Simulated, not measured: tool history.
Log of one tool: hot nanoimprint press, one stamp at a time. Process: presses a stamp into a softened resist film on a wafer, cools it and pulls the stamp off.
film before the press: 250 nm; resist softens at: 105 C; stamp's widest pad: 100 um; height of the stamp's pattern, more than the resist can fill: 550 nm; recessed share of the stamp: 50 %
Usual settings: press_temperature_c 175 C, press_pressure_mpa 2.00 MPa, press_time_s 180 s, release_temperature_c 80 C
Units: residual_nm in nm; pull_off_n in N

| run | hour | press_temperature_c | press_pressure_mpa | press_time_s | release_temperature_c | residual_nm | pull_off_n |
|---|---|---|---|---|---|---|---|
| 1 | 0.0 | 175 | 2.00 | 180 | 80 | 111.8 | 150 |
| 2 | 15.9 | 175 | 2.00 | 180 | 80 | 112.4 | 162 |
|  | 31.6 | stamp cleaned and given a new release coat |
| 3 | 38.9 | 175 | 2.00 | 180 | 80 | 110.5 | 157 |
| 4 | 51.3 | 175 | 2.00 | 180 | 80 | 112.0 | 161 |
| 5 | 70.3 | 175 | 2.00 | 300 | 80 | 90.5 | 156 |
| 6 | 90.4 | 175 | 2.00 | 180 | 72 | 112.2 | 174 |
| 7 | 120.4 | 172 | 2.00 | 180 | 72 | 127.2 | 178 |
| 8 | 148.8 | 175 | 2.00 | 180 | 71 | 112.4 | 179 |
| 9 | 162.8 | 168 | 3.06 | 219 | 65 | 121.5 | 191 |
| 10 | 189.7 | 168 | 3.06 | 219 | 65 | 124.7 | 188 |
| 11 | 202.5 | 168 | 1.35 | 180 | 80 | 171.6 | 153 |
| 12 | 225.0 | 175 | 1.36 | 180 | 80 | 129.6 | 161 |
| 13 | 241.8 | 175 | 1.36 | 180 | 80 | 127.4 | 159 |

3 ways to go on from here, each from the tool as it stands after run 13. What would each give?
| A | 264.6 | 174 | 2.00 | 180 | 80 | ? | ? |
| B | 264.6 | 178 | 1.36 | 283 | 80 | ? | ? |
| C | 264.6 | 175 | 1.36 | 180 | 80 | ? | ? |

| run | residual_nm | pull_off_n |
|---|---|---|
| A | 116.6 | 155 |
| B | 93.9 | 158 |
| C | 128.4 | 157 |
Without the tool's hidden state the same runs would have given:
| run | residual_nm | pull_off_n |
|---|---|---|
| A | 116.5 | 154 |
| B | 93.8 | 158 |
| C | 128.3 | 156 |
